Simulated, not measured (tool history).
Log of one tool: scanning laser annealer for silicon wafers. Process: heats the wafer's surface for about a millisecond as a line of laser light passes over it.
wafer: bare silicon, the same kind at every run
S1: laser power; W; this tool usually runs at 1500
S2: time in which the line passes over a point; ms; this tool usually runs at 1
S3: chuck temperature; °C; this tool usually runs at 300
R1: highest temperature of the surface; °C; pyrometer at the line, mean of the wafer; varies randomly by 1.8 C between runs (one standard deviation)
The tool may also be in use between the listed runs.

run,day,S1,S2,S3,R1
1,0,1500,1,300,1029
2,0.821,1500,1,300,1031
3,1.358,1500,1,300,1033
4,1.967,1500,1,300,1028
5,2.762,1585,1,300,1084
6,3.392,1500,1,308,1040
7,3.933,1500,1,300,1027
8,4.667,1500,1,300,1024
9,5.175,1500,1,300,1025
10,5.829,1500,1,300,1026
11,6.271,1500,0.74,300,917
12,6.754,1500,0.74,300,912
13,7.421,1319,1,300,912
14,8.029,1319,1,300,909
15,8.704,1500,1,329,1051
16,9.538,1284,1.17,300,940
17,10.383,1500,0.98,324,1037
18,11.254,1500,0.98,324,1035
19,11.904,1570,0.86,324,1029
20,12.529,1323,1.2,324,1000
21,13.296,1500,0.98,306,1017
22,14.062,1500,0.98,306,1020
23,14.754,1500,1.01,300,1026
24,15.562,1482,1.01,293,1001
25,16.262,1500,1.16,272,1049
26,16.792,1500,1.16,272,1052
27,17.583,1599,0.89,300,1034
28,18.142,1599,0.76,300,971
29,18.983,1331,0.99,323,930
30,19.838,1331,0.99,323,927

Forecast each of these 4 alternatives for the next run:
A,20.583,1368,1.23,282,?
B,20.583,1574,0.8,328,?
C,20.583,1446,1.01,264,?
D,20.583,1633,0.82,323,?

run,R1
A,988
B,1002
C,946
D,1042
Had the tool no hidden state, the same runs would have come out as:
run,R1
A,1014
B,1026
C,970
D,1068

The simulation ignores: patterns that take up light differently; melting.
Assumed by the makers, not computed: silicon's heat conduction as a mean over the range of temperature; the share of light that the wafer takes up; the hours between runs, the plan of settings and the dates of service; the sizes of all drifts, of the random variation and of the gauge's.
